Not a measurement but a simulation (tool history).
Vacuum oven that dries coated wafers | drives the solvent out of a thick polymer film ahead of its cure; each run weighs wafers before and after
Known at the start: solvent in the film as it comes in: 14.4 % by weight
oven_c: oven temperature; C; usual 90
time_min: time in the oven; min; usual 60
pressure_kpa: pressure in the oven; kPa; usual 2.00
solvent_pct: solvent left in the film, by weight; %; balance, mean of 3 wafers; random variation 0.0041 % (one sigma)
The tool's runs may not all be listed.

{"run": 1, "hour": 0.0, "oven_c": 90, "time_min": 60, "pressure_kpa": 2.0, "solvent_pct": 1.756}
{"run": 2, "hour": 54.4, "oven_c": 90, "time_min": 60, "pressure_kpa": 2.0, "solvent_pct": 1.762}
{"run": 3, "hour": 163.3, "oven_c": 90, "time_min": 60, "pressure_kpa": 2.0, "solvent_pct": 1.755}
{"run": 4, "hour": 228.7, "oven_c": 90, "time_min": 60, "pressure_kpa": 7.36, "solvent_pct": 4.92}
{"run": 5, "hour": 332.7, "oven_c": 86, "time_min": 60, "pressure_kpa": 2.0, "solvent_pct": 2.243}
{"run": 6, "hour": 402.9, "oven_c": 90, "time_min": 78, "pressure_kpa": 2.0, "solvent_pct": 1.462}
{"run": 7, "hour": 460.9, "oven_c": 78, "time_min": 60, "pressure_kpa": 2.0, "solvent_pct": 3.621}
{"run": 8, "hour": 514.7, "oven_c": 78, "time_min": 60, "pressure_kpa": 2.0, "solvent_pct": 3.626}
{"run": 9, "hour": 568.5, "oven_c": 78, "time_min": 60, "pressure_kpa": 2.0, "solvent_pct": 3.619}
{"run": 10, "hour": 642.4, "oven_c": 78, "time_min": 60, "pressure_kpa": 2.0, "solvent_pct": 3.619}
{"run": 11, "hour": 715.3, "oven_c": 78, "time_min": 60, "pressure_kpa": 2.0, "solvent_pct": 3.614}
{"run": 12, "hour": 778.3, "oven_c": 90, "time_min": 102, "pressure_kpa": 2.0, "solvent_pct": 1.331}
{"run": 13, "hour": 863.8, "oven_c": 90, "time_min": 97, "pressure_kpa": 2.0, "solvent_pct": 1.344}
{"run": 14, "hour": 971.4, "oven_c": 90, "time_min": 97, "pressure_kpa": 2.0, "solvent_pct": 1.352}
{"hour": 1015.9, "done": "oven's thermocouples calibrated"}
{"run": 15, "hour": 1034.2, "oven_c": 90, "time_min": 60, "pressure_kpa": 2.0, "solvent_pct": 1.824}
{"run": 16, "hour": 1080.5, "oven_c": 90, "time_min": 60, "pressure_kpa": 2.0, "solvent_pct": 1.816}
{"run": 17, "hour": 1161.4, "oven_c": 90, "time_min": 60, "pressure_kpa": 2.0, "solvent_pct": 1.821}
{"run": 18, "hour": 1238.1, "oven_c": 83, "time_min": 48, "pressure_kpa": 1.25, "solvent_pct": 2.886}
{"run": 19, "hour": 1297.8, "oven_c": 83, "time_min": 48, "pressure_kpa": 1.25, "solvent_pct": 2.885}
{"run": 20, "hour": 1394.7, "oven_c": 83, "time_min": 48, "pressure_kpa": 1.25, "solvent_pct": 2.881}
{"run": 21, "hour": 1451.9, "oven_c": 90, "time_min": 104, "pressure_kpa": 2.0, "solvent_pct": 1.375}
{"run": 22, "hour": 1513.0, "oven_c": 101, "time_min": 79, "pressure_kpa": 2.0, "solvent_pct": 0.909}
{"run": 23, "hour": 1582.2, "oven_c": 95, "time_min": 30, "pressure_kpa": 1.59, "solvent_pct": 2.54}
{"run": 24, "hour": 1685.1, "oven_c": 95, "time_min": 30, "pressure_kpa": 1.59, "solvent_pct": 2.536}
{"run": 25, "hour": 1740.5, "oven_c": 90, "time_min": 52, "pressure_kpa": 3.33, "solvent_pct": 2.818}
{"run": 26, "hour": 1786.7, "oven_c": 93, "time_min": 83, "pressure_kpa": 4.37, "solvent_pct": 2.556}
{"run": 27, "hour": 1874.7, "oven_c": 93, "time_min": 83, "pressure_kpa": 4.37, "solvent_pct": 2.559}
{"run": 28, "hour": 1936.1, "oven_c": 86, "time_min": 31, "pressure_kpa": 4.43, "solvent_pct": 5.62}
{"run": 29, "hour": 2041.2, "oven_c": 79, "time_min": 94, "pressure_kpa": 6.53, "solvent_pct": 6.588}
{"run": 30, "hour": 2117.4, "oven_c": 79, "time_min": 94, "pressure_kpa": 6.53, "solvent_pct": 6.582}
{"run": 31, "hour": 2212.4, "oven_c": 93, "time_min": 60, "pressure_kpa": 7.14, "solvent_pct": 4.223}
{"run": 32, "hour": 2313.4, "oven_c": 90, "time_min": 52, "pressure_kpa": 4.12, "solvent_pct": 3.248}

5 ways to go on from here, each from the tool as it stands after run 32. What would each give?
{"run": "A", "hour": 2359.6, "oven_c": 93, "time_min": 60, "pressure_kpa": 2.0, "solvent_pct": "?"}
{"run": "B", "hour": 2359.6, "oven_c": 105, "time_min": 43, "pressure_kpa": 4.03, "solvent_pct": "?"}
{"run": "C", "hour": 2359.6, "oven_c": 90, "time_min": 42, "pressure_kpa": 4.12, "solvent_pct": "?"}
{"run": "D", "hour": 2359.6, "oven_c": 80, "time_min": 33, "pressure_kpa": 3.47, "solvent_pct": "?"}
{"run": "E", "hour": 2359.6, "oven_c": 90, "time_min": 74, "pressure_kpa": 2.0, "solvent_pct": "?"}

run=A solvent_pct=1.503
run=B solvent_pct=1.654
run=C solvent_pct=3.688
run=D solvent_pct=6.235
run=E solvent_pct=1.562
Without the tool's hidden state the same runs would have given:
run=A solvent_pct=1.465
run=B solvent_pct=1.648
run=C solvent_pct=3.735
run=D solvent_pct=6.306
run=E solvent_pct=1.506

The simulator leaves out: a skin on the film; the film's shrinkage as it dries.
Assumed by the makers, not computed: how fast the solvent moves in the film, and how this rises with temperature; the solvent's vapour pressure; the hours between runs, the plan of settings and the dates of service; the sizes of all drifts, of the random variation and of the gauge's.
